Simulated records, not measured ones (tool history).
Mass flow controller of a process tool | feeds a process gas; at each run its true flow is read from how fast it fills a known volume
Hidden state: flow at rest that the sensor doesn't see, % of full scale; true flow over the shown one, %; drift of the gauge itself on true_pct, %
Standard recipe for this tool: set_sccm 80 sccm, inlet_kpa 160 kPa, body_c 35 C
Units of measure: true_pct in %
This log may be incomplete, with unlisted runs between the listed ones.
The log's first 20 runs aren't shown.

| run | hour | set_sccm | inlet_kpa | body_c | hours of work since the controller was set to zero | hours of work since the controller was changed | true_pct |
|---|---|---|---|---|---|---|---|
| 21 | 6186.0 | 80 | 244 | 35 | 6264 | 6264 | 99.92 |
| 22 | 6435.7 | 80 | 244 | 35 | 6363 | 6363 | 99.70 |
| 23 | 6892.7 | 80 | 244 | 35 | 6544 | 6544 | 99.85 |
| 24 | 7247.2 | 24 | 160 | 38 | 6684 | 6684 | 94.61 |
| 25 | 7501.9 | 34 | 236 | 20 | 6785 | 6785 | 95.38 |
| 26 | 7777.0 | 80 | 238 | 35 | 6894 | 6894 | 99.84 |
| 27 | 8091.6 | 35 | 160 | 35 | 7019 | 7019 | 96.08 |
| 28 | 8414.7 | 11 | 160 | 35 | 7146 | 7146 | 87.13 |
| 29 | 8690.6 | 14 | 157 | 35 | 7256 | 7256 | 89.58 |
| 30 | 9141.7 | 14 | 186 | 39 | 7434 | 7434 | 90.04 |
| 31 | 9366.8 | 20 | 233 | 27 | 7523 | 7523 | 92.41 |
| 32 | 9589.4 | 63 | 141 | 30 | 7611 | 7611 | 97.85 |
| 33 | 10010.1 | 46 | 147 | 39 | 7778 | 7778 | 97.40 |
| 34 | 10277.0 | 46 | 147 | 39 | 7883 | 7883 | 97.26 |
| 35 | 10582.9 | 100 | 160 | 30 | 8004 | 8004 | 99.66 |
| 36 | 10858.9 | 11 | 160 | 25 | 8114 | 8114 | 84.84 |
|  | 11142.9 | controller's zero set anew |
| 37 | 11319.2 | 12 | 200 | 34 | 70 | 8296 | 99.56 |
| 38 | 11715.8 | 19 | 157 | 24 | 227 | 8453 | 98.46 |
| 39 | 12073.8 | 41 | 166 | 25 | 368 | 8594 | 99.02 |
| 40 | 12275.0 | 13 | 160 | 25 | 448 | 8674 | 98.04 |
| 41 | 12729.0 | 26 | 160 | 38 | 628 | 8854 | 99.49 |
| 42 | 13125.1 | 28 | 160 | 21 | 784 | 9010 | 98.14 |

Predict each of these 4 candidate next runs independently; none follows another, all start after run 42:
| A | 13508.6 | 28 | 160 | 30 | 936 | 9162 | ? |
| B | 13508.6 | 28 | 148 | 21 | 936 | 9162 | ? |
| C | 13508.6 | 28 | 160 | 21 | 936 | 9162 | ? |
| D | 13508.6 | 12 | 277 | 25 | 936 | 9162 | ? |

| run | true_pct |
|---|---|
| A | 98.80 |
| B | 97.91 |
| C | 98.10 |
| D | 98.03 |
Stripped of hidden state, with their random variation kept, the same runs would have yielded:
| run | true_pct |
|---|---|
| A | 98.32 |
| B | 97.43 |
| C | 97.62 |
| D | 98.40 |
